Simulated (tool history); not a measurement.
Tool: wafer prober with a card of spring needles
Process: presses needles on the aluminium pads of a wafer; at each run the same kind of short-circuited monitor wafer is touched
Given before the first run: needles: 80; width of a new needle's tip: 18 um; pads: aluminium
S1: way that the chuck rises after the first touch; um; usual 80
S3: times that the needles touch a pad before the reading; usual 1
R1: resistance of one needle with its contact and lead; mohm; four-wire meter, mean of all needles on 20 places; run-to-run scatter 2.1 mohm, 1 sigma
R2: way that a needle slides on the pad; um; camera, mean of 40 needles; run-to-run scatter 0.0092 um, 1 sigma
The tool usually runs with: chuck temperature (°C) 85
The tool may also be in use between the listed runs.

{"run": 1, "day": 0.0, "S1": 80, "chuck temperature (°C)": 85, "S3": 1, "R1": 245, "R2": 16.344}
{"day": 0.171, "done": "height of the first contact set anew"}
{"day": 0.65, "done": "tips cleaned on abrasive film"}
{"day": 1.446, "done": "tips cleaned on abrasive film"}
{"day": 2.242, "done": "tips cleaned on abrasive film"}
{"run": 2, "day": 2.7, "S1": 80, "chuck temperature (°C)": 85, "S3": 1, "R1": 268, "R2": 16.294}
{"day": 3.021, "done": "tips cleaned on abrasive film"}
{"day": 3.817, "done": "tips cleaned on abrasive film"}
{"day": 4.612, "done": "tips cleaned on abrasive film"}
{"run": 3, "day": 4.717, "S1": 80, "chuck temperature (°C)": 85, "S3": 1, "R1": 249, "R2": 16.272}
{"day": 5.354, "done": "tips cleaned on abrasive film"}
{"day": 5.992, "done": "tips cleaned on abrasive film"}
{"day": 6.158, "done": "height of the first contact set anew"}
{"day": 6.796, "done": "tips cleaned on abrasive film"}
{"day": 7.125, "done": "height of the first contact set anew, once more"}
{"day": 7.446, "done": "tips cleaned on abrasive film"}
{"day": 8.242, "done": "tips cleaned on abrasive film"}
{"run": 4, "day": 8.75, "S1": 80, "chuck temperature (°C)": 85, "S3": 1, "R1": 265, "R2": 16.391}
{"day": 8.912, "done": "tips cleaned on abrasive film"}
{"day": 9.55, "done": "tips cleaned on abrasive film"}
{"day": 10.346, "done": "tips cleaned on abrasive film"}
{"day": 11.142, "done": "tips cleaned on abrasive film"}
{"day": 11.933, "done": "tips cleaned on abrasive film"}
{"run": 5, "day": 12.529, "S1": 80, "chuck temperature (°C)": 85, "S3": 1, "R1": 270, "R2": 16.346}
{"day": 12.692, "done": "tips cleaned on abrasive film"}
{"day": 13.179, "done": "height of the first contact set anew"}
{"day": 13.5, "done": "tips cleaned on abrasive film"}
{"day": 14.296, "done": "tips cleaned on abrasive film"}
{"day": 15.092, "done": "tips cleaned on abrasive film"}
{"run": 6, "day": 15.25, "S1": 80, "chuck temperature (°C)": 85, "S3": 1, "R1": 257, "R2": 16.398}
{"day": 15.888, "done": "tips cleaned on abrasive film"}
{"day": 16.679, "done": "tips cleaned on abrasive film"}
{"day": 17.475, "done": "tips cleaned on abrasive film"}
{"day": 18.267, "done": "tips cleaned on abrasive film"}
{"run": 7, "day": 18.267, "S1": 80, "chuck temperature (°C)": 85, "S3": 1, "R1": 236, "R2": 16.356}
{"day": 19.062, "done": "tips cleaned on abrasive film"}
{"day": 19.233, "done": "height of the first contact set anew"}
{"day": 19.871, "done": "tips cleaned on abrasive film"}
{"day": 20.667, "done": "tips cleaned on abrasive film"}
{"run": 8, "day": 21.192, "S1": 80, "chuck temperature (°C)": 85, "S3": 1, "R1": 269, "R2": 16.386}
{"day": 21.354, "done": "tips cleaned on abrasive film"}
{"day": 22.15, "done": "tips cleaned on abrasive film"}
{"day": 22.788, "done": "tips cleaned on abrasive film"}
{"day": 23.579, "done": "tips cleaned on abrasive film"}
{"day": 24.312, "done": "tips cleaned on abrasive film"}
{"run": 9, "day": 24.312, "S1": 80, "chuck temperature (°C)": 85, "S3": 1, "R1": 233, "R2": 16.348}
{"day": 24.946, "done": "tips cleaned on abrasive film"}
{"day": 25.275, "done": "height of the first contact set anew"}
{"day": 25.754, "done": "tips cleaned on abrasive film"}
{"run": 10, "day": 26.142, "S1": 80, "chuck temperature (°C)": 85, "S3": 1, "R1": 264, "R2": 16.406}
{"day": 26.462, "done": "tips cleaned on abrasive film"}
{"day": 27.258, "done": "tips cleaned on abrasive film"}
{"day": 28.054, "done": "tips cleaned on abrasive film"}
{"day": 28.85, "done": "tips cleaned on abrasive film"}
{"day": 29.646, "done": "tips cleaned on abrasive film"}
{"run": 11, "day": 29.788, "S1": 80, "chuck temperature (°C)": 62, "S3": 1, "R1": 248, "R2": 16.355}
{"day": 30.425, "done": "tips cleaned on abrasive film"}
{"day": 31.221, "done": "tips cleaned on abrasive film"}
{"day": 31.392, "done": "height of the first contact set anew"}
{"day": 32.029, "done": "tips cleaned on abrasive film"}
{"day": 32.821, "done": "tips cleaned on abrasive film"}
{"day": 33.617, "done": "tips cleaned on abrasive film"}
{"run": 12, "day": 33.875, "S1": 80, "chuck temperature (°C)": 62, "S3": 1, "R1": 257, "R2": 16.373}
{"day": 34.35, "done": "tips cleaned on abrasive film"}
{"day": 35.146, "done": "tips cleaned on abrasive film"}
{"day": 35.783, "done": "tips cleaned on abrasive film"}
{"day": 36.579, "done": "tips cleaned on abrasive film"}
{"day": 37.367, "done": "tips cleaned on abrasive film"}
{"day": 37.379, "done": "height of the first contact set anew"}
{"run": 13, "day": 37.379, "S1": 69, "chuck temperature (°C)": 61, "S3": 1, "R1": 233, "R2": 14.158}
{"day": 38.175, "done": "tips cleaned on abrasive film"}
{"day": 38.971, "done": "tips cleaned on abrasive film"}
{"day": 39.762, "done": "tips cleaned on abrasive film"}
{"day": 40.558, "done": "tips cleaned on abrasive film"}
{"run": 14, "day": 40.721, "S1": 69, "chuck temperature (°C)": 61, "S3": 1, "R1": 262, "R2": 14.115}
{"day": 41.2, "done": "tips cleaned on abrasive film"}
{"day": 41.996, "done": "tips cleaned on abrasive film"}
{"day": 42.792, "done": "tips cleaned on abrasive film"}
{"run": 15, "day": 42.821, "S1": 77, "chuck temperature (°C)": 39, "S3": 2, "R1": 227, "R2": 15.73}
{"day": 43.454, "done": "tips cleaned on abrasive film"}
{"day": 43.467, "done": "height of the first contact set anew"}
{"day": 44.262, "done": "tips cleaned on abrasive film"}
{"day": 45.058, "done": "tips cleaned on abrasive film"}
{"run": 16, "day": 45.279, "S1": 77, "chuck temperature (°C)": 39, "S3": 2, "R1": 237, "R2": 15.775}
{"day": 45.758, "done": "tips cleaned on abrasive film"}
{"day": 46.55, "done": "tips cleaned on abrasive film"}
{"day": 47.188, "done": "tips cleaned on abrasive film"}
{"day": 47.983, "done": "tips cleaned on abrasive film"}
{"run": 17, "day": 48.604, "S1": 77, "chuck temperature (°C)": 39, "S3": 2, "R1": 245, "R2": 15.72}
{"day": 48.767, "done": "tips cleaned on abrasive film"}
{"day": 49.562, "done": "tips cleaned on abrasive film"}
{"day": 49.575, "done": "height of the first contact set anew"}
{"day": 50.371, "done": "tips cleaned on abrasive film"}
{"day": 51.162, "done": "tips cleaned on abrasive film"}
{"run": 18, "day": 51.788, "S1": 77, "chuck temperature (°C)": 39, "S3": 2, "R1": 244, "R2": 15.787}
{"day": 51.95, "done": "tips cleaned on abrasive film"}
{"day": 52.746, "done": "tips cleaned on abrasive film"}
{"day": 53.542, "done": "tips cleaned on abrasive film"}
{"day": 54.175, "done": "tips cleaned on abrasive film"}
{"day": 54.971, "done": "tips cleaned on abrasive film"}
{"run": 19, "day": 55.388, "S1": 89, "chuck temperature (°C)": 85, "S3": 2, "R1": 253, "R2": 18.185}
{"day": 55.558, "done": "height of the first contact set anew"}
{"day": 55.721, "done": "tips cleaned on abrasive film"}
{"day": 56.517, "done": "tips cleaned on abrasive film"}
{"day": 57.308, "done": "tips cleaned on abrasive film"}
{"day": 57.808, "done": "card fitted with new needles"}
{"day": 58.558, "done": "tips cleaned on abrasive film"}
{"run": 20, "day": 58.558, "S1": 73, "chuck temperature (°C)": 27, "S3": 3, "R1": 221, "R2": 14.965}
{"day": 59.354, "done": "tips cleaned on abrasive film"}
{"day": 60.15, "done": "tips cleaned on abrasive film"}
{"day": 60.783, "done": "tips cleaned on abrasive film"}
{"day": 61.538, "done": "tips cleaned on abrasive film"}
{"run": 21, "day": 61.538, "S1": 73, "chuck temperature (°C)": 27, "S3": 3, "R1": 222, "R2": 14.935}
{"day": 62.333, "done": "tips cleaned on abrasive film"}
{"day": 63.129, "done": "tips cleaned on abrasive film"}
{"day": 63.775, "done": "height of the first contact set anew"}
{"day": 63.938, "done": "tips cleaned on abrasive film"}
{"day": 64.729, "done": "tips cleaned on abrasive film"}
{"day": 65.367, "done": "tips cleaned on abrasive film"}
{"run": 22, "day": 65.725, "S1": 98, "chuck temperature (°C)": 27, "S3": 1, "R1": 235, "R2": 20.093}
{"day": 66.046, "done": "tips cleaned on abrasive film"}
{"day": 66.838, "done": "tips cleaned on abrasive film"}
{"day": 67.475, "done": "tips cleaned on abrasive film"}
{"run": 23, "day": 68.1, "S1": 81, "chuck temperature (°C)": 31, "S3": 1, "R1": 254, "R2": 16.573}
{"day": 68.262, "done": "tips cleaned on abrasive film"}
{"day": 69.058, "done": "tips cleaned on abrasive film"}
{"day": 69.854, "done": "tips cleaned on abrasive film"}
{"day": 69.867, "done": "height of the first contact set anew"}
{"day": 70.662, "done": "tips cleaned on abrasive film"}
{"run": 24, "day": 70.971, "S1": 83, "chuck temperature (°C)": 35, "S3": 2, "R1": 235, "R2": 17.033}

5 options for the next run, each taken on its own from the tool as it stands now. Forecast them:
{"day": 71.45, "done": "tips cleaned on abrasive film"}
{"day": 72.088, "done": "tips cleaned on abrasive film"}
{"day": 72.883, "done": "tips cleaned on abrasive film"}
{"run": "A", "day": 73.362, "S1": 73, "chuck temperature (°C)": 30, "S3": 1, "R1": "?", "R2": "?"}
{"day": 71.45, "done": "tips cleaned on abrasive film"}
{"day": 72.088, "done": "tips cleaned on abrasive film"}
{"day": 72.883, "done": "tips cleaned on abrasive film"}
{"run": "B", "day": 73.362, "S1": 67, "chuck temperature (°C)": 32, "S3": 2, "R1": "?", "R2": "?"}
{"day": 71.45, "done": "tips cleaned on abrasive film"}
{"day": 72.088, "done": "tips cleaned on abrasive film"}
{"day": 72.883, "done": "tips cleaned on abrasive film"}
{"run": "C", "day": 73.362, "S1": 84, "chuck temperature (°C)": 92, "S3": 2, "R1": "?", "R2": "?"}
{"day": 71.45, "done": "tips cleaned on abrasive film"}
{"day": 72.088, "done": "tips cleaned on abrasive film"}
{"day": 72.883, "done": "tips cleaned on abrasive film"}
{"run": "D", "day": 73.362, "S1": 81, "chuck temperature (°C)": 64, "S3": 1, "R1": "?", "R2": "?"}
{"day": 71.45, "done": "tips cleaned on abrasive film"}
{"day": 72.088, "done": "tips cleaned on abrasive film"}
{"day": 72.883, "done": "tips cleaned on abrasive film"}
{"run": "E", "day": 73.362, "S1": 64, "chuck temperature (°C)": 104, "S3": 1, "R1": "?", "R2": "?"}

run=A R1=253 R2=14.938
run=B R1=248 R2=13.716
run=C R1=252 R2=17.205
run=D R1=262 R2=16.585
run=E R1=274 R2=13.107
With no hidden state in the tool, these same runs would have given:
run=A R1=219 R2=14.979
run=B R1=224 R2=13.756
run=C R1=237 R2=17.246
run=D R1=233 R2=16.625
run=E R1=236 R2=13.147
